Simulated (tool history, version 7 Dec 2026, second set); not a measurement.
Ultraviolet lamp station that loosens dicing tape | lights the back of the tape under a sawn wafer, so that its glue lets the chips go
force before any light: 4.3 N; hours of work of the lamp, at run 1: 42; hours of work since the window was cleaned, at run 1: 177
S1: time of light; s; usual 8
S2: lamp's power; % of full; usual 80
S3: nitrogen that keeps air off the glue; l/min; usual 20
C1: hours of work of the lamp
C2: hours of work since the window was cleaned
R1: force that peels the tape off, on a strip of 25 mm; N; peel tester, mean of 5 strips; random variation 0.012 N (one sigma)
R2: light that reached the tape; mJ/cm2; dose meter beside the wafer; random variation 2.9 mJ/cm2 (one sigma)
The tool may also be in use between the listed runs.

run   hour  S1  S2  S3   C1   C2     R1   R2
  1    0.0   8  80  20   42  177  0.547  420
  2   24.3   8  80  20   53  187  0.545  421
  3   41.4   8  80  13   60  195  0.662  418
  4   72.1   8  80  13   73  208  0.715  419
  5  102.5   9  80  13   86  221  0.606  470
  6  125.2   8  74  20   96  230  0.597  389
  7  141.2   8  74  20  102  237  0.643  390
  8  170.9   5  74  20  115  250  1.196  245
  9  190.1   6  80  10  123  258  1.184  312
 10  222.6  15  98  15  137  272  0.240  964
 11  235.9   5  60  20  143  277  1.534  200
 12  262.0   5  60  20  154  288  1.515  198
 13  286.3   8  80   6  164  299  1.058  417

5 ways to go on from here, each from the tool as it stands after run 13. What would each give?
  A  317.3   4  80  12  177  312   ?   ?
  B  317.3   6  72  27  177  312   ?   ?
  C  317.3   8  80   7  177  312   ?   ?
  D  317.3   8  80  11  177  312   ?   ?
  E  317.3   5  80   7  177  312   ?   ?

run     R1   R2
  A  1.676  209
  B  0.887  279
  C  0.961  420
  D  0.782  415
  E  1.651  263
Without the tool's hidden state the same runs would have given:
run     R1   R2
  A  1.673  209
  B  0.885  279
  C  0.959  421
  D  0.781  416
  E  1.649  263

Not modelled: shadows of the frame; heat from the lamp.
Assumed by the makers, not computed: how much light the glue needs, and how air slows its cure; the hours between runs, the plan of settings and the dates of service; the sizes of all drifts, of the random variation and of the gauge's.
